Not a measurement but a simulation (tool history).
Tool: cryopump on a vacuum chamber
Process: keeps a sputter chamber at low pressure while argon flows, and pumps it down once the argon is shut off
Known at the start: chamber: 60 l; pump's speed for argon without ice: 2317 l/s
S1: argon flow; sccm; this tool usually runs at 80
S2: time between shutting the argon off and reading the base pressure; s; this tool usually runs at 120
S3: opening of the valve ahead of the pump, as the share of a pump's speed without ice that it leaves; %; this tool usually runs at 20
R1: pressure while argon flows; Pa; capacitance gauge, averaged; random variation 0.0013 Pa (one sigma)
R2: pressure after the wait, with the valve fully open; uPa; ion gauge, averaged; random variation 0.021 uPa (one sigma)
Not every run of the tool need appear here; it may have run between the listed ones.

| run | hour | S1 | S2 | S3 | R1 | R2 |
|---|---|---|---|---|---|---|
| 1 | 0.0 | 80 | 120 | 20 | 0.2927 | 1.30 |
| 2 | 40.8 | 80 | 120 | 20 | 0.2949 | 1.34 |
| 3 | 70.7 | 80 | 120 | 20 | 0.2932 | 1.31 |
| 4 | 116.2 | 80 | 120 | 20 | 0.2960 | 1.34 |
| 5 | 157.2 | 80 | 120 | 23 | 0.2574 | 1.35 |
| 6 | 193.4 | 80 | 120 | 23 | 0.2564 | 1.42 |
| 7 | 239.9 | 80 | 64 | 20 | 0.2946 | 1.71 |
| 8 | 273.8 | 80 | 120 | 20 | 0.2963 | 1.44 |
| 9 | 316.1 | 80 | 54 | 20 | 0.2993 | 1.91 |
| 10 | 337.6 | 80 | 153 | 20 | 0.2968 | 1.40 |
| 11 | 367.4 | 80 | 153 | 20 | 0.2978 | 1.43 |
| 12 | 389.7 | 80 | 55 | 20 | 0.2977 | 1.97 |
| 13 | 438.2 | 80 | 120 | 36 | 0.1685 | 1.58 |
| 14 | 471.2 | 80 | 120 | 36 | 0.1700 | 1.61 |
| 15 | 519.2 | 80 | 120 | 36 | 0.1723 | 1.66 |
| 16 | 559.6 | 80 | 120 | 16 | 0.3722 | 1.63 |
| 17 | 594.2 | 80 | 120 | 16 | 0.3757 | 1.67 |
| 18 | 635.9 | 80 | 110 | 18 | 0.3334 | 1.74 |
| 19 | 677.0 | 37 | 110 | 24 | 0.1164 | 1.83 |
| 20 | 713.6 | 113 | 165 | 24 | 0.3571 | 1.71 |
| 21 | 755.5 | 157 | 165 | 24 | 0.5026 | 1.73 |
| 22 | 788.9 | 98 | 60 | 29 | 0.2625 | 2.19 |
| 23 | 835.7 | 98 | 60 | 29 | 0.2617 | 2.24 |
| 24 | 885.9 | 98 | 60 | 29 | 0.2647 | 2.31 |
|  | 927.0 | pump warmed up, emptied and cooled again |
| 25 | 930.4 | 35 | 60 | 20 | 0.1281 | 2.04 |
| 26 | 953.1 | 35 | 60 | 31 | 0.0830 | 2.02 |
| 27 | 996.1 | 37 | 60 | 31 | 0.0879 | 2.08 |
| 28 | 1017.4 | 37 | 60 | 31 | 0.0869 | 2.00 |
| 29 | 1045.7 | 89 | 259 | 20 | 0.3265 | 1.60 |
| 30 | 1086.7 | 99 | 57 | 20 | 0.3616 | 2.13 |
| 31 | 1130.3 | 99 | 57 | 20 | 0.3672 | 2.16 |
| 32 | 1176.8 | 80 | 111 | 17 | 0.3466 | 1.84 |
| 33 | 1215.4 | 80 | 111 | 17 | 0.3468 | 1.95 |

3 ways to go on from here, each from the tool as it stands after run 33. What would each give?
|  | 1235.7 | leaking fittings of the chamber tightened, without venting |
| A | 1244.4 | 80 | 120 | 43 | ? | ? |
|  | 1235.7 | leaking fittings of the chamber tightened, without venting |
| B | 1244.4 | 65 | 111 | 17 | ? | ? |
|  | 1235.7 | leaking fittings of the chamber tightened, without venting |
| C | 1244.4 | 50 | 120 | 20 | ? | ? |

| run | R1 | R2 |
|---|---|---|
| A | 0.1410 | 0.47 |
| B | 0.2810 | 0.48 |
| C | 0.1854 | 0.46 |
Take away the tool's hidden state, keep each run's random variation, and the runs would have read:
| run | R1 | R2 |
|---|---|---|
| A | 0.1365 | 0.45 |
| B | 0.2773 | 0.46 |
| C | 0.1826 | 0.44 |

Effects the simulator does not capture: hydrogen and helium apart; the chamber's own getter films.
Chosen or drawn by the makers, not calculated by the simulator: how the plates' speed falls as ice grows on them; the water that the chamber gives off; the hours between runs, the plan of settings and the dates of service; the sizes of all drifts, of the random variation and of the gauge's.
